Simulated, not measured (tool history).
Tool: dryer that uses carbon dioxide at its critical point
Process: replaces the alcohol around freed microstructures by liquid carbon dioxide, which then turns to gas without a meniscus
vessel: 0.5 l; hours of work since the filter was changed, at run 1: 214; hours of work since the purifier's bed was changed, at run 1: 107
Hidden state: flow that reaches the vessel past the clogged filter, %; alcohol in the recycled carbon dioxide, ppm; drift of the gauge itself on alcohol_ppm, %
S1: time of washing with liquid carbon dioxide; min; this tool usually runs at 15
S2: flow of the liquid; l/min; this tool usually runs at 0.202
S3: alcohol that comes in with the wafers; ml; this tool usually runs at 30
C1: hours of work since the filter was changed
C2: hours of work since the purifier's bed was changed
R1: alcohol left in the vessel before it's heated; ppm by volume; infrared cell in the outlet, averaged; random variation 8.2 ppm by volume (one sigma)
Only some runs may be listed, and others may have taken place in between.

run 1 day=0.000 | S1=15 S2=0.202 S3=30 | C1=214 C2=107 | R1=684
run 2 day=1.062 | S1=16 S2=0.202 S3=30 | C1=233 C2=126 | R1=521
run 3 day=2.171 | S1=15 S2=0.202 S3=101 | C1=253 C2=146 | R1=2461
run 4 day=2.888 | S1=15 S2=0.202 S3=101 | C1=266 C2=159 | R1=2510
run 5 day=4.133 | S1=15 S2=0.202 S3=101 | C1=289 C2=182 | R1=2676
run 6 day=5.525 | S1=15 S2=0.202 S3=30 | C1=314 C2=207 | R1=853
run 7 day=6.467 | S1=15 S2=0.202 S3=30 | C1=331 C2=224 | R1=842
run 8 day=7.067 | S1=15 S2=0.202 S3=30 | C1=342 C2=235 | R1=907
run 9 day=7.725 | S1=15 S2=0.202 S3=57 | C1=354 C2=247 | R1=1718
run 10 day=9.104 | S1=15 S2=0.267 S3=30 | C1=379 C2=272 | R1=272
-- day=9.738 inlet filter changed
run 11 day=10.533 | S1=15 S2=0.221 S3=30 | C1=14 C2=297 | R1=310
run 12 day=11.400 | S1=15 S2=0.221 S3=30 | C1=30 C2=313 | R1=319
run 13 day=12.612 | S1=15 S2=0.221 S3=30 | C1=52 C2=335 | R1=337
run 14 day=14.058 | S1=15 S2=0.202 S3=30 | C1=79 C2=361 | R1=533
run 15 day=15.533 | S1=15 S2=0.202 S3=30 | C1=105 C2=388 | R1=572
run 16 day=16.212 | S1=15 S2=0.202 S3=30 | C1=118 C2=401 | R1=577
run 17 day=17.388 | S1=14 S2=0.175 S3=20 | C1=139 C2=422 | R1=948
run 18 day=18.529 | S1=10 S2=0.180 S3=73 | C1=160 C2=443 | R1=9368
run 19 day=19.325 | S1=10 S2=0.180 S3=73 | C1=174 C2=457 | R1=9622
run 20 day=20.100 | S1=13 S2=0.158 S3=24 | C1=188 C2=471 | R1=2179
run 21 day=21.100 | S1=13 S2=0.130 S3=111 | C1=207 C2=489 | R1=17814
run 22 day=22.500 | S1=16 S2=0.304 S3=117 | C1=232 C2=515 | R1=221
run 23 day=23.450 | S1=20 S2=0.268 S3=96 | C1=249 C2=532 | R1=119
run 24 day=24.588 | S1=20 S2=0.202 S3=30 | C1=270 C2=553 | R1=225
run 25 day=25.550 | S1=21 S2=0.166 S3=104 | C1=288 C2=570 | R1=1402
run 26 day=26.579 | S1=21 S2=0.166 S3=104 | C1=306 C2=589 | R1=1459
run 27 day=27.558 | S1=18 S2=0.303 S3=21 | C1=324 C2=607 | R1=63
run 28 day=28.708 | S1=18 S2=0.146 S3=27 | C1=345 C2=628 | R1=1407
run 29 day=30.112 | S1=13 S2=0.124 S3=69 | C1=370 C2=653 | R1=14298
-- day=31.183 inlet filter changed
run 30 day=31.229 | S1=15 S2=0.202 S3=37 | C1=1 C2=673 | R1=587
run 31 day=32.221 | S1=15 S2=0.137 S3=98 | C1=19 C2=691 | R1=7309
run 32 day=33.479 | S1=9 S2=0.125 S3=99 | C1=42 C2=714 | R1=33060

How the hidden state differs across the entries between the runs, from the last listed run before each to the first after it:
In the gap between runs 10 and 11: inlet filter changed (day 9.738)
  flow that reaches the vessel past the clogged filter, %: 84.1 -> 99.4; alcohol in the recycled carbon dioxide, ppm: 27.5 -> 29.3
  measured value less the no-hidden-state value, R1: +181 -> +33 ppm by volume
In the gap between runs 29 and 30: inlet filter changed (day 31.183)
  flow that reaches the vessel past the clogged filter, %: 85 -> 99.7; alcohol in the recycled carbon dioxide, ppm: 56.1 -> 57.6
  measured value less the no-hidden-state value, R1: +4696 -> +61 ppm by volume
